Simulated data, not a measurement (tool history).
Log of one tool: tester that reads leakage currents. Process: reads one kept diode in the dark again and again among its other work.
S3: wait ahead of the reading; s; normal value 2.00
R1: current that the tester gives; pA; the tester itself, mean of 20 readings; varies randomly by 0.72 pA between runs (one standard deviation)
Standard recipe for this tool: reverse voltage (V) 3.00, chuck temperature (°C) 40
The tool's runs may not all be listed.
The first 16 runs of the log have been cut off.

run 17 hour=503.0 | reverse_voltage_(V)=9.67 chuck_temperature_(°C)=40 S3=2.00 | R1=357.40
run 18 hour=545.6 | reverse_voltage_(V)=9.67 chuck_temperature_(°C)=40 S3=2.00 | R1=358.08
run 19 hour=583.2 | reverse_voltage_(V)=11.12 chuck_temperature_(°C)=40 S3=2.00 | R1=376.69
run 20 hour=619.1 | reverse_voltage_(V)=11.12 chuck_temperature_(°C)=20 S3=2.00 | R1=67.77
run 21 hour=638.4 | reverse_voltage_(V)=11.35 chuck_temperature_(°C)=40 S3=2.00 | R1=379.22
run 22 hour=675.1 | reverse_voltage_(V)=15.60 chuck_temperature_(°C)=35 S3=2.37 | R1=280.75
run 23 hour=696.4 | reverse_voltage_(V)=15.60 chuck_temperature_(°C)=60 S3=2.37 | R1=2009.33
run 24 hour=719.8 | reverse_voltage_(V)=3.00 chuck_temperature_(°C)=33 S3=4.13 | R1=135.99
run 25 hour=758.7 | reverse_voltage_(V)=3.00 chuck_temperature_(°C)=33 S3=4.13 | R1=135.25
run 26 hour=797.0 | reverse_voltage_(V)=7.13 chuck_temperature_(°C)=33 S3=0.37 | R1=186.86
run 27 hour=838.5 | reverse_voltage_(V)=7.13 chuck_temperature_(°C)=23 S3=2.90 | R1=76.18
run 28 hour=858.9 | reverse_voltage_(V)=7.13 chuck_temperature_(°C)=23 S3=2.90 | R1=75.89
run 29 hour=889.5 | reverse_voltage_(V)=7.13 chuck_temperature_(°C)=23 S3=2.90 | R1=76.22
run 30 hour=913.1 | reverse_voltage_(V)=10.90 chuck_temperature_(°C)=43 S3=6.43 | R1=487.83
run 31 hour=947.6 | reverse_voltage_(V)=1.40 chuck_temperature_(°C)=43 S3=1.80 | R1=246.00
run 32 hour=984.9 | reverse_voltage_(V)=1.39 chuck_temperature_(°C)=40 S3=6.00 | R1=192.30

Expected results for the next run?
run 33 hour=1023.4 | reverse_voltage_(V)=3.30 chuck_temperature_(°C)=41 S3=1.44 | R1=?

R1: 279.67 pA
Without the tool's hidden state the same run would have given R1 267.42 pA.

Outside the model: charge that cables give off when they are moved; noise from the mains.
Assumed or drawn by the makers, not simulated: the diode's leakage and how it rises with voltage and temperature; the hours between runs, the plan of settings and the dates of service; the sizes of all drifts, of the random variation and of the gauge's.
